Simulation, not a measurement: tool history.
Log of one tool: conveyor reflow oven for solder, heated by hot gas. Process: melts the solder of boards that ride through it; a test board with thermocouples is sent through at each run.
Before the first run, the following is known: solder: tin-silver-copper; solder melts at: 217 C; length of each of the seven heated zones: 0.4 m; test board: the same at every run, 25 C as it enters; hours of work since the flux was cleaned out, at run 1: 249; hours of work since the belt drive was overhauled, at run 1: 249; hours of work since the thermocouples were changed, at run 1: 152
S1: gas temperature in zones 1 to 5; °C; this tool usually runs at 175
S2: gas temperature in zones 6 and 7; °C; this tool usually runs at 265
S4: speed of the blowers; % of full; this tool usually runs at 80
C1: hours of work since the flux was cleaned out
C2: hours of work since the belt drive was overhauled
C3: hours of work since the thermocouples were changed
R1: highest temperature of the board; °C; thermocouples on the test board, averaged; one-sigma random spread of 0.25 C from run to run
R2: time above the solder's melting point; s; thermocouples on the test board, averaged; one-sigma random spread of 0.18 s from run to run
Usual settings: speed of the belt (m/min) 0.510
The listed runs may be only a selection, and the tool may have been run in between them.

Run 1, hour 0.0: usual settings; C1 249; C2 249; C3 152. Result: R1 253.3 °C, R2 74.3 s.
At hour 9.4: flux residue cleaned out of gas plates and filters.
Run 2, hour 20.2: usual settings but speed of the belt (m/min) 0.522; C1 4; C2 255; C3 158. Result: R1 254.8 °C, R2 73.1 s.
Run 3, hour 43.6: usual settings but S4 68 % of full; C1 14; C2 265; C3 168. Result: R1 252.5 °C, R2 73.2 s.
Run 4, hour 66.8: usual settings but S4 68 % of full; C1 23; C2 274; C3 177. Result: R1 252.6 °C, R2 73.1 s.
Run 5, hour 83.3: usual settings but speed of the belt (m/min) 0.543; C1 30; C2 281; C3 184. Result: R1 253.1 °C, R2 69.0 s.
Run 6, hour 98.5: usual settings; C1 36; C2 287; C3 190. Result: R1 254.6 °C, R2 75.3 s.
Run 7, hour 114.1: usual settings; C1 42; C2 293; C3 196. Result: R1 254.6 °C, R2 75.3 s.
Run 8, hour 133.6: usual settings but speed of the belt (m/min) 0.420; C1 50; C2 301; C3 204. Result: R1 258.7 °C, R2 96.8 s.
Run 9, hour 158.8: usual settings; C1 61; C2 311; C3 215. Result: R1 254.8 °C, R2 75.4 s.
At hour 164.6: belt drive overhauled, speed set with a stopwatch.
Run 10, hour 186.2: usual settings; C1 70; C2 9; C3 224. Result: R1 254.6 °C, R2 75.5 s.
Run 11, hour 208.9: usual settings but S1 161 °C, S4 87 % of full; C1 79; C2 18; C3 233. Result: R1 254.3 °C, R2 70.1 s.
At hour 219.5: belt drive overhauled, speed set with a stopwatch, once more.
Run 12, hour 227.6: usual settings but S4 89 % of full; C1 85; C2 3; C3 239. Result: R1 255.7 °C, R2 75.4 s.
Run 13, hour 245.2: usual settings but S2 258 °C; C1 92; C2 10; C3 246. Result: R1 247.7 °C, R2 68.8 s.
Run 14, hour 255.7: usual settings but S1 176 °C, speed of the belt (m/min) 0.454; C1 97; C2 15; C3 251. Result: R1 257.0 °C, R2 87.0 s.
Run 15, hour 268.9: usual settings but S1 176 °C, speed of the belt (m/min) 0.454; C1 102; C2 20; C3 256. Result: R1 256.7 °C, R2 86.9 s.
Run 16, hour 288.3: usual settings but S1 176 °C, speed of the belt (m/min) 0.454; C1 110; C2 28; C3 264. Result: R1 256.6 °C, R2 87.0 s.
Run 17, hour 310.3: usual settings but S1 176 °C, speed of the belt (m/min) 0.454; C1 119; C2 37; C3 273. Result: R1 256.1 °C, R2 87.4 s.

Here are 4 independent what-if runs from the current tool condition. What would each one return?
Run A, hour 322.6: usual settings but speed of the belt (m/min) 0.452; C1 124; C2 42; C3 278. Result: R1 ?, R2 ?.
Run B, hour 322.6: usual settings but S2 273 °C, speed of the belt (m/min) 0.593, S4 79 % of full; C1 124; C2 42; C3 278. Result: R1 ?, R2 ?.
Run C, hour 322.6: usual settings but S1 176 °C, speed of the belt (m/min) 0.473; C1 124; C2 42; C3 278. Result: R1 ?, R2 ?.
Run D, hour 322.6: usual settings but S1 176 °C, speed of the belt (m/min) 0.466, S4 74 % of full; C1 124; C2 42; C3 278. Result: R1 ?, R2 ?.

run     R1    R2
  A  256.8  87.0
  B  256.4  63.8
  C  256.3  82.3
  D  255.8  83.0
Without the tool's unlogged condition, the same runs would have read:
run     R1    R2
  A  257.7  88.0
  B  257.7  64.9
  C  257.2  83.4
  D  256.7  84.0
